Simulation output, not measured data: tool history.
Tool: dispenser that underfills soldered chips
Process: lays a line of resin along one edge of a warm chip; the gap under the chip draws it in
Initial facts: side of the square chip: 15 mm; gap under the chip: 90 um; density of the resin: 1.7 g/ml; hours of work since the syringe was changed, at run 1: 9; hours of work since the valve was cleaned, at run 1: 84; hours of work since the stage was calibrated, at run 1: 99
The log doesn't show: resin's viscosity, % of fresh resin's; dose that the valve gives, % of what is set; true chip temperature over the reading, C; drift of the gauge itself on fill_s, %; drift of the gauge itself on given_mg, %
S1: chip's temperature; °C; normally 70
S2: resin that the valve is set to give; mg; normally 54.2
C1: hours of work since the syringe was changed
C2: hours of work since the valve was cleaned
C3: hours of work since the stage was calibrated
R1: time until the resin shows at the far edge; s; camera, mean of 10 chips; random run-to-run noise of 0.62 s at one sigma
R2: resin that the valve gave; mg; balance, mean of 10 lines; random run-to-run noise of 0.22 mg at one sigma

run,hour,S1,S2,C1,C2,C3,R1,R2
1,0.0,70,54.2,9,84,99,122.3,50.52
# hour 1.6: new syringe of resin
2,6.3,82,54.2,3,88,102,45.8,50.46
3,9.4,70,54.2,5,90,104,84.9,49.87
4,12.0,70,54.2,6,91,106,97.9,49.67
5,15.6,70,54.2,8,94,108,117.6,50.05
# hour 17.6: new syringe of resin
6,19.6,57,54.2,1,96,110,107.7,50.32
7,22.1,70,54.2,3,97,112,71.3,49.56
8,24.9,70,54.2,4,99,113,82.8,49.39
9,30.2,70,54.2,8,102,117,111.6,49.28
# hour 34.0: new syringe of resin
10,35.5,70,54.2,1,105,120,59.7,49.51
11,40.3,70,54.2,4,108,122,77.5,49.42
12,43.2,70,54.2,6,110,124,90.5,49.20
13,47.4,70,54.2,8,112,127,116.3,49.33
# hour 50.6: new syringe of resin
14,51.0,70,54.2,0,114,129,58.0,48.77
# hour 54.8: dispensing valve cleaned and set on the balance
15,56.0,78,54.2,3,1,131,51.7,53.96
16,61.1,70,54.2,6,4,134,90.3,54.35
17,66.2,70,54.2,9,7,137,121.0,53.70
# hour 67.7: new syringe of resin
18,71.1,70,54.2,2,10,140,66.9,53.78
19,76.5,70,54.2,5,13,143,89.1,53.76
20,82.3,58,50.2,9,16,147,203.0,49.80
# hour 84.1: new syringe of resin
21,88.3,58,52.4,3,20,150,118.2,51.88
22,93.9,75,64.6,6,23,154,79.7,63.15
23,99.2,75,49.6,9,26,157,107.6,48.70
# hour 100.1: new syringe of resin
24,105.0,76,48.2,3,30,160,59.8,47.22
25,109.8,76,48.2,6,32,163,75.8,46.87
26,112.7,61,54.7,8,34,165,162.9,53.14
# hour 116.2: new syringe of resin
27,118.1,57,50.0,1,37,168,112.1,48.61
28,122.3,70,52.1,4,40,170,78.8,50.48
29,127.5,61,59.3,7,43,173,149.9,57.18
# hour 132.3: new syringe of resin
30,133.6,61,59.3,1,46,177,87.3,57.45
31,137.2,64,49.2,3,49,179,96.4,47.32

The next listed run, before its measurement:
32,141.6,69,52.9,6,51,182,?,?

R1: 98.9 s
R2: 51.01 mg
Had the tool carried no hidden state, the very same run would have given R1 57.5 s, R2 53.12 mg.
